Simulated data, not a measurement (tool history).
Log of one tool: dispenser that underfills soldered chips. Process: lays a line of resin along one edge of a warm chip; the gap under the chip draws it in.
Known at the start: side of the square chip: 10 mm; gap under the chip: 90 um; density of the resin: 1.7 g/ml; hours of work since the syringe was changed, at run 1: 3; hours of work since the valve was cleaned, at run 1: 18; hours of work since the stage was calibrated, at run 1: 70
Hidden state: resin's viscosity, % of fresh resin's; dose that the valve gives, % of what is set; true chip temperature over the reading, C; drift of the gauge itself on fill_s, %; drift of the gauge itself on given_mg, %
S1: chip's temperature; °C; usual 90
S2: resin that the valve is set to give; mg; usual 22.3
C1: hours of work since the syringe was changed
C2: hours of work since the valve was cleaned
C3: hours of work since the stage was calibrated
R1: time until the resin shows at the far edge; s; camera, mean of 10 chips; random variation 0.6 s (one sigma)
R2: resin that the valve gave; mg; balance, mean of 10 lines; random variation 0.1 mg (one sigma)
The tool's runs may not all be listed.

| run | day | S1 | S2 | C1 | C2 | C3 | R1 | R2 |
|---|---|---|---|---|---|---|---|---|
| 1 | 0 | 90 | 22.3 | 3 | 18 | 70 | 64.3 | 22.17 |
|  | 0.175 | new syringe of resin |
| 2 | 0.246 | 90 | 22.3 | 1 | 21 | 74 | 57.7 | 21.95 |
| 3 | 0.446 | 90 | 22.3 | 4 | 24 | 77 | 69.8 | 21.9 |
|  | 0.546 | new syringe of resin |
| 4 | 0.817 | 90 | 22.3 | 4 | 30 | 82 | 67.4 | 21.9 |
|  | 0.929 | new syringe of resin |
|  | 1.292 | new syringe of resin |
| 5 | 1.292 | 97 | 22.3 | 0 | 37 | 89 | 41.1 | 21.84 |
|  | 1.679 | new syringe of resin |
| 6 | 1.704 | 97 | 22.3 | 0 | 43 | 95 | 39.9 | 21.82 |
|  | 2.062 | new syringe of resin |
| 7 | 2.175 | 93 | 22.3 | 2 | 50 | 102 | 52.2 | 21.6 |
|  | 2.429 | new syringe of resin |
| 8 | 2.504 | 93 | 22.3 | 1 | 55 | 107 | 51.4 | 21.58 |
| 9 | 2.721 | 89 | 21.2 | 4 | 58 | 110 | 75.9 | 20.41 |
|  | 2.808 | new syringe of resin |
|  | 2.883 | dispensing valve cleaned and set on the balance |
| 10 | 3.188 | 92 | 22.3 | 5 | 5 | 117 | 67.3 | 22.24 |
|  | 3.238 | new syringe of resin |
| 11 | 3.45 | 97 | 23.4 | 3 | 8 | 120 | 48.7 | 23.35 |

Forecast each of these 3 alternatives for the next run:
|  | 3.608 | new syringe of resin |
| A | 3.812 | 96 | 22.3 | 3 | 14 | 126 | ? | ? |
|  | 3.608 | new syringe of resin |
| B | 3.812 | 78 | 25.7 | 3 | 14 | 126 | ? | ? |
|  | 3.608 | new syringe of resin |
| C | 3.812 | 83 | 22.3 | 3 | 14 | 126 | ? | ? |

| run | R1 | R2 |
|---|---|---|
| A | 49.7 | 21.99 |
| B | 109.4 | 25.32 |
| C | 87.9 | 22.07 |
Without the tool's hidden state the same runs would have given:
| run | R1 | R2 |
|---|---|---|
| A | 40 | 22.24 |
| B | 87.9 | 25.62 |
| C | 70.6 | 22.33 |
